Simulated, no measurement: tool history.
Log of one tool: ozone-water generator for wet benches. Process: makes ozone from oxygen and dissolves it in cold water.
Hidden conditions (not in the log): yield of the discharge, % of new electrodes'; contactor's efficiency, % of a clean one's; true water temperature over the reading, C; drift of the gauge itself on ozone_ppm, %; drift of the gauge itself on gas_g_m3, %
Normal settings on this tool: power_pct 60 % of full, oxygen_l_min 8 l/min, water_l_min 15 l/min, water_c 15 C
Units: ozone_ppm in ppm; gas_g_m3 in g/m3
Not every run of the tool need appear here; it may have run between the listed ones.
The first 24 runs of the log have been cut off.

run	hour	power_pct	oxygen_l_min	water_l_min	water_c	hours of work since the electrodes were changed	hours of work since the contactor was cleaned	hours of work since the thermometer was calibrated	ozone_ppm	gas_g_m3
25	746.5	72	5.81	14	19	1399	126	2899	30.3	212.8
26	788	60	8	9	15	1440	168	2941	34.5	163
27	831.3	60	8	9	15	1483	211	2984	35.1	162.7
28	871.3	60	8	9	15	1523	251	3024	34.7	163.1
29	905.2	60	8	15	8	1557	285	3058	31	161.5
30	940.7	64	8	15	16	1592	320	3093	27.9	168.4
31	975.1	64	8	15	16	1627	354	3127	28.2	169.7
32	1017.4	55	8	19	16	1669	397	3169	21.9	149.7
33	1042.3	61	4.04	10	9	1693	421	3194	38.7	221.6
34	1071.2	83	4.04	10	9	1722	450	3223	48.1	275.5

Here are 3 independent what-if runs from the current tool condition. What would each one return?
A	1092.1	53	4.04	10	9	1743	471	3244	?	?
B	1092.1	64	8	22	15	1743	471	3244	?	?
C	1092.1	83	11.34	10	9	1743	471	3244	?	?

run	ozone_ppm	gas_g_m3
A	34.5	199.9
B	22.3	167.3
C	44.6	170.2
Without the tool's hidden state the same runs would have given:
run	ozone_ppm	gas_g_m3
A	37.2	212.7
B	24.4	180
C	49.4	185.9
